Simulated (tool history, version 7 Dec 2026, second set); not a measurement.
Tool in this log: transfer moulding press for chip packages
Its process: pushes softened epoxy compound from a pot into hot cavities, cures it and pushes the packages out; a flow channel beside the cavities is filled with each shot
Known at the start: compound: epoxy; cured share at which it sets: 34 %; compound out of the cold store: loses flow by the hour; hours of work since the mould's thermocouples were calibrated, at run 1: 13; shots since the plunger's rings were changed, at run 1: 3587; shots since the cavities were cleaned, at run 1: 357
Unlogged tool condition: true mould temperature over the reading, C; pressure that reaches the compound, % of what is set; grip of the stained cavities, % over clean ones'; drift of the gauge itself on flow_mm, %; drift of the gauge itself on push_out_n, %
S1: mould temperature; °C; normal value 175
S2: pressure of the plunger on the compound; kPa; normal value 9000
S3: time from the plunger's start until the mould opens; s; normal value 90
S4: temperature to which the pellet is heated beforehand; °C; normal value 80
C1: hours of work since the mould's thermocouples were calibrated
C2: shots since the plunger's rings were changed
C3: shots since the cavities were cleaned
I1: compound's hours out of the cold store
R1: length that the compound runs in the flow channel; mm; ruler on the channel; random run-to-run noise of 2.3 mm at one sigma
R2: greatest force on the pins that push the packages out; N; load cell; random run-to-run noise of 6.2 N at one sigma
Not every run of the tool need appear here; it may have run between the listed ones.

{"run": 1, "hour": 0.0, "S1": 175, "S2": 9000, "S3": 90, "S4": 80, "C1": 13, "C2": 3587, "C3": 357, "I1": 15.4, "R1": 506, "R2": 372}
{"hour": 7.4, "done": "cavities cleaned with cleaning compound and waxed"}
{"run": 2, "hour": 11.9, "S1": 175, "S2": 9000, "S3": 90, "S4": 80, "C1": 19, "C2": 3714, "C3": 55, "I1": 26.6, "R1": 486, "R2": 261}
{"run": 3, "hour": 36.2, "S1": 175, "S2": 9000, "S3": 90, "S4": 80, "C1": 34, "C2": 4013, "C3": 354, "I1": 24.4, "R1": 488, "R2": 348}
{"hour": 42.5, "done": "cavities cleaned with cleaning compound and waxed"}
{"run": 4, "hour": 57.7, "S1": 175, "S2": 9000, "S3": 90, "S4": 80, "C1": 46, "C2": 4257, "C3": 186, "I1": 36.6, "R1": 465, "R2": 304}
{"run": 5, "hour": 68.9, "S1": 175, "S2": 9000, "S3": 90, "S4": 80, "C1": 53, "C2": 4395, "C3": 324, "I1": 31.3, "R1": 472, "R2": 354}
{"hour": 77.5, "done": "cavities cleaned with cleaning compound and waxed"}
{"run": 6, "hour": 95.6, "S1": 175, "S2": 9000, "S3": 90, "S4": 80, "C1": 68, "C2": 4703, "C3": 221, "I1": 29.4, "R1": 474, "R2": 314}
{"hour": 113.5, "done": "cavities cleaned with cleaning compound and waxed"}
{"run": 7, "hour": 113.8, "S1": 180, "S2": 10940, "S3": 120, "S4": 80, "C1": 78, "C2": 4908, "C3": 3, "I1": 46.1, "R1": 489, "R2": 228}
{"run": 8, "hour": 128.7, "S1": 180, "S2": 10940, "S3": 120, "S4": 80, "C1": 87, "C2": 5091, "C3": 186, "I1": 45.6, "R1": 484, "R2": 274}
{"run": 9, "hour": 140.3, "S1": 175, "S2": 7560, "S3": 90, "S4": 73, "C1": 94, "C2": 5233, "C3": 328, "I1": 32.7, "R1": 429, "R2": 358}
{"hour": 144.8, "done": "plunger's sealing rings changed"}
{"hour": 150.5, "done": "cavities cleaned with cleaning compound and waxed"}
{"run": 10, "hour": 167.0, "S1": 175, "S2": 9000, "S3": 74, "S4": 85, "C1": 108, "C2": 254, "C3": 203, "I1": 9, "R1": 540, "R2": 426}
{"hour": 185.3, "done": "cavities cleaned with cleaning compound and waxed"}
{"run": 11, "hour": 186.4, "S1": 175, "S2": 10930, "S3": 90, "S4": 76, "C1": 119, "C2": 473, "C3": 13, "I1": 16.3, "R1": 570, "R2": 237}
{"run": 12, "hour": 198.7, "S1": 175, "S2": 10930, "S3": 90, "S4": 76, "C1": 127, "C2": 624, "C3": 164, "I1": 13.8, "R1": 577, "R2": 311}

Results per run with the tool's hidden condition removed, run-to-run variation unchanged:
run=1 R1=527 R2=259
run=2 R1=506 R2=238
run=3 R1=511 R2=238
run=4 R1=488 R2=231
run=5 R1=496 R2=239
run=6 R1=500 R2=233
run=7 R1=517 R2=222
run=8 R1=512 R2=214
run=9 R1=455 R2=248
run=10 R1=541 R2=323
run=11 R1=572 R2=229
run=12 R1=581 R2=245

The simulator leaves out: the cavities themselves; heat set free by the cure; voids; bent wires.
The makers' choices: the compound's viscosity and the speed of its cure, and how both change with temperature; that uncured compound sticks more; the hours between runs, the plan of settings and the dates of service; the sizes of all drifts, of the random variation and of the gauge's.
